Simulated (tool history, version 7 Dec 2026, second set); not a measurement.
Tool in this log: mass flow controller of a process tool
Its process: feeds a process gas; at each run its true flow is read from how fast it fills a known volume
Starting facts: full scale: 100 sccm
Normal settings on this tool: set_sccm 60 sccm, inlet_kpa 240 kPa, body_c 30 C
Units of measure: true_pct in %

| run | hour | set_sccm | inlet_kpa | body_c | true_pct |
|---|---|---|---|---|---|
| 1 | 0 | 60 | 240 | 30 | 100.32 |
| 2 | 320.6 | 46 | 240 | 30 | 100.15 |
| 3 | 521.9 | 46 | 217 | 30 | 100.41 |
| 4 | 823.9 | 46 | 217 | 30 | 100.56 |
| 5 | 1062.7 | 60 | 240 | 30 | 100.31 |
| 6 | 1373.8 | 60 | 240 | 30 | 100.33 |
| 7 | 1693.9 | 60 | 240 | 30 | 100.22 |
| 8 | 1941 | 60 | 240 | 23 | 99.69 |
| 9 | 2169.9 | 60 | 240 | 30 | 100.27 |
| 10 | 2321.4 | 60 | 240 | 30 | 100.31 |
| 11 | 2590.2 | 60 | 240 | 30 | 100.11 |
| 12 | 2901.7 | 60 | 240 | 30 | 100.25 |
| 13 | 3201.2 | 60 | 240 | 30 | 100.29 |
| 14 | 3425.5 | 60 | 240 | 30 | 100.32 |
| 15 | 3623.8 | 60 | 240 | 30 | 100.3 |
| 16 | 3793.3 | 60 | 280 | 30 | 100.13 |
| 17 | 4045.6 | 18 | 280 | 30 | 101.9 |
| 18 | 4380.1 | 18 | 280 | 30 | 102 |
| 19 | 4673.8 | 18 | 280 | 30 | 102.19 |
| 20 | 4964.7 | 18 | 280 | 30 | 102.39 |
| 21 | 5217.7 | 30 | 240 | 30 | 101.16 |
| 22 | 5529.5 | 30 | 240 | 21 | 100.47 |
| 23 | 5734.2 | 30 | 240 | 21 | 100.52 |
| 24 | 6026.5 | 60 | 240 | 35 | 100.7 |
| 25 | 6311.6 | 60 | 240 | 32 | 100.54 |
| 26 | 6481.8 | 60 | 240 | 36 | 100.87 |
| 27 | 6643.9 | 56 | 147 | 28 | 100.63 |
| 28 | 6905.5 | 16 | 218 | 24 | 103.35 |
| 29 | 7048.7 | 16 | 218 | 27 | 103.76 |
| 30 | 7313.5 | 14 | 225 | 22 | 104.24 |
| 31 | 7629.5 | 14 | 225 | 22 | 104.35 |
| 32 | 7825 | 14 | 189 | 32 | 105.56 |
| 33 | 8064.4 | 13 | 200 | 30 | 106 |
| 34 | 8209.5 | 89 | 227 | 30 | 100.14 |
| 35 | 8449.9 | 61 | 150 | 26 | 100.55 |
| 36 | 8736.7 | 38 | 240 | 32 | 101.37 |
| 37 | 9092.3 | 39 | 190 | 35 | 101.9 |
| 38 | 9292.1 | 39 | 190 | 35 | 101.88 |
|  | 9372.6 | controller's zero set anew |
| 39 | 9575.9 | 24 | 153 | 23 | 98.34 |
| 40 | 9836.2 | 46 | 202 | 34 | 99.16 |
| 41 | 10074.8 | 38 | 185 | 36 | 99.39 |
| 42 | 10219.7 | 38 | 185 | 36 | 99.43 |
| 43 | 10394 | 47 | 161 | 23 | 98.43 |
| 44 | 10689.2 | 11 | 235 | 29 | 99.47 |
| 45 | 10884.6 | 71 | 240 | 28 | 98.45 |
| 46 | 11070.3 | 13 | 240 | 21 | 98.82 |
| 47 | 11223.1 | 13 | 240 | 21 | 98.92 |
| 48 | 11410.5 | 60 | 256 | 30 | 98.7 |

3 options for the next run, each taken on its own from the tool as it stands now. Forecast them:
| A | 11706 | 40 | 271 | 21 | ? |
| B | 11706 | 28 | 256 | 32 | ? |
| C | 11706 | 20 | 154 | 35 | ? |

| run | true_pct |
|---|---|
| A | 97.86 |
| B | 99.13 |
| C | 100.2 |
Had the tool no hidden state, the same runs would have come out as:
| run | true_pct |
|---|---|
| A | 98.99 |
| B | 99.97 |
| C | 100.66 |
